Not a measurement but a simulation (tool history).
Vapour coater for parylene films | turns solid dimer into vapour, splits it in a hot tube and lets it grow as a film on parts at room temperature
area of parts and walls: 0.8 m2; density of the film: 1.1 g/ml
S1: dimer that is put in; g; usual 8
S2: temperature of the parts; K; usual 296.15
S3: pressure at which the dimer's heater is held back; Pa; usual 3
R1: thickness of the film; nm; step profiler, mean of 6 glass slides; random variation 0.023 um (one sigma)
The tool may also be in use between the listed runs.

{"run": 1, "hour": 0.0, "S1": 8, "S2": 296.15, "S3": 3, "R1": 6140}
{"hour": 6.8, "done": "table's thermometer calibrated"}
{"run": 2, "hour": 70.5, "S1": 8, "S2": 296.15, "S3": 3, "R1": 6280}
{"run": 3, "hour": 105.2, "S1": 8, "S2": 303.15, "S3": 3, "R1": 5130}
{"hour": 145.5, "done": "trap's valve overhauled"}
{"run": 4, "hour": 145.5, "S1": 13, "S2": 296.15, "S3": 3, "R1": 10760}
{"run": 5, "hour": 183.2, "S1": 13, "S2": 296.15, "S3": 3, "R1": 10740}
{"run": 6, "hour": 253.5, "S1": 13, "S2": 296.15, "S3": 3, "R1": 10670}
{"hour": 261.2, "done": "table's thermometer calibrated, once more"}
{"run": 7, "hour": 320.3, "S1": 13, "S2": 296.15, "S3": 3, "R1": 10030}
{"run": 8, "hour": 360.0, "S1": 8, "S2": 296.15, "S3": 2.15, "R1": 6460}
{"run": 9, "hour": 429.7, "S1": 8, "S2": 296.15, "S3": 2.15, "R1": 6440}
{"run": 10, "hour": 483.7, "S1": 8, "S2": 296.15, "S3": 3.74, "R1": 5820}
{"run": 11, "hour": 546.1, "S1": 8, "S2": 296.15, "S3": 3.74, "R1": 5790}
{"run": 12, "hour": 594.6, "S1": 8, "S2": 296.15, "S3": 3.74, "R1": 5770}
{"run": 13, "hour": 644.5, "S1": 8, "S2": 296.15, "S3": 3.74, "R1": 5770}
{"hour": 662.7, "done": "trap's valve overhauled"}
{"run": 14, "hour": 684.4, "S1": 8, "S2": 296.15, "S3": 3.74, "R1": 6050}
{"run": 15, "hour": 726.5, "S1": 8, "S2": 296.15, "S3": 3.74, "R1": 6000}
{"run": 16, "hour": 795.2, "S1": 8, "S2": 296.15, "S3": 3.74, "R1": 5960}
{"run": 17, "hour": 846.4, "S1": 12, "S2": 296.15, "S3": 4.24, "R1": 8730}
{"run": 18, "hour": 899.8, "S1": 4, "S2": 307.15, "S3": 8.12, "R1": 1900}
{"run": 19, "hour": 975.2, "S1": 8, "S2": 292.15, "S3": 3.96, "R1": 6520}
{"run": 20, "hour": 1045.8, "S1": 9, "S2": 300.15, "S3": 7.23, "R1": 5290}
{"run": 21, "hour": 1106.2, "S1": 9, "S2": 294.15, "S3": 8.83, "R1": 5970}

Forecast run 22:
{"run": 22, "hour": 1149.0, "S1": 9, "S2": 292.15, "S3": 7.13, "R1": "?"}

R1: 6510 nm
Without the tool's hidden state the same run would have given R1 6830 nm.
